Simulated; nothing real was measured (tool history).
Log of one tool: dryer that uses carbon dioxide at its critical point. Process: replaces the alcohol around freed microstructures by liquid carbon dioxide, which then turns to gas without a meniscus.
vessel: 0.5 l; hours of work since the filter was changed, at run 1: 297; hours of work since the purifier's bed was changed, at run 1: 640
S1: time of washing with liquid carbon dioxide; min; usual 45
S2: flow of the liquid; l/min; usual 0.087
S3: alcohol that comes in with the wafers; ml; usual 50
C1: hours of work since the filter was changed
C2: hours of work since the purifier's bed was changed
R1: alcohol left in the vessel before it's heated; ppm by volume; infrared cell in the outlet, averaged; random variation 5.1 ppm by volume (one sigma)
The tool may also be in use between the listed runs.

run	hour	S1	S2	S3	C1	C2	R1
1	0	45	0.087	50	297	640	289
2	29.7	45	0.0642	50	310	653	691
3	62.3	45	0.0642	50	325	668	664
4	91.3	45	0.087	50	338	681	305
5	125.8	45	0.087	50	353	696	311
6	165.2	45	0.087	50	371	714	320
7	191.3	45	0.087	50	383	725	322
# hour 199.2: inlet filter changed
8	211.8	45	0.087	50	6	734	287
9	242.1	45	0.087	50	19	748	302
10	282.7	45	0.087	50	37	766	317
11	304.8	45	0.087	50	47	776	305
12	326	45	0.087	50	57	785	311
13	367.1	45	0.087	50	75	804	318
14	404.1	45	0.0717	50	92	820	468
# hour 439.4: purifier's bed changed
15	443.5	45	0.0717	50	108	2	208
16	470	45	0.0717	50	120	14	209
17	495.5	45	0.087	86	131	25	115
18	512.8	45	0.087	22	139	33	44
19	542.6	32	0.087	28	152	46	299
20	580	32	0.087	28	169	63	305
21	616.8	63	0.064	97	186	79	106
22	654.1	63	0.064	97	202	96	113
23	678	70	0.0816	54	213	107	46
24	700.7	45	0.1375	111	223	117	48
25	719.5	45	0.1375	111	232	125	49
26	759.7	45	0.1375	111	250	143	47
27	784	45	0.0761	50	261	154	200
28	813.4	45	0.0761	50	274	167	219
29	839.8	32	0.0761	116	285	179	2503
30	870.1	55	0.083	52	299	193	79
31	896.7	57	0.087	93	311	205	83
32	920	57	0.087	93	321	215	94
33	961	35	0.0947	65	340	234	377
34	992.5	35	0.0947	65	354	248	380
35	1028	39	0.0888	26	370	263	183

How the hidden state differs across the entries between the runs, from the last listed run before each to the first after it:
Between runs 7 and 8: inlet filter changed (hour 199.2)
  flow that reaches the vessel past the clogged filter, %: 93.1 -> 99.7; alcohol in the recycled carbon dioxide, ppm: 241.3 -> 244
  measured less the result without the state, R1: +268 -> +236 ppm by volume
Between runs 14 and 15: purifier's bed changed (hour 439.4)
  flow that reaches the vessel past the clogged filter, %: 98.3 -> 98; alcohol in the recycled carbon dioxide, ppm: 271.2 -> 6.5
  measured less the result without the state, R1: +289 -> +26 ppm by volume
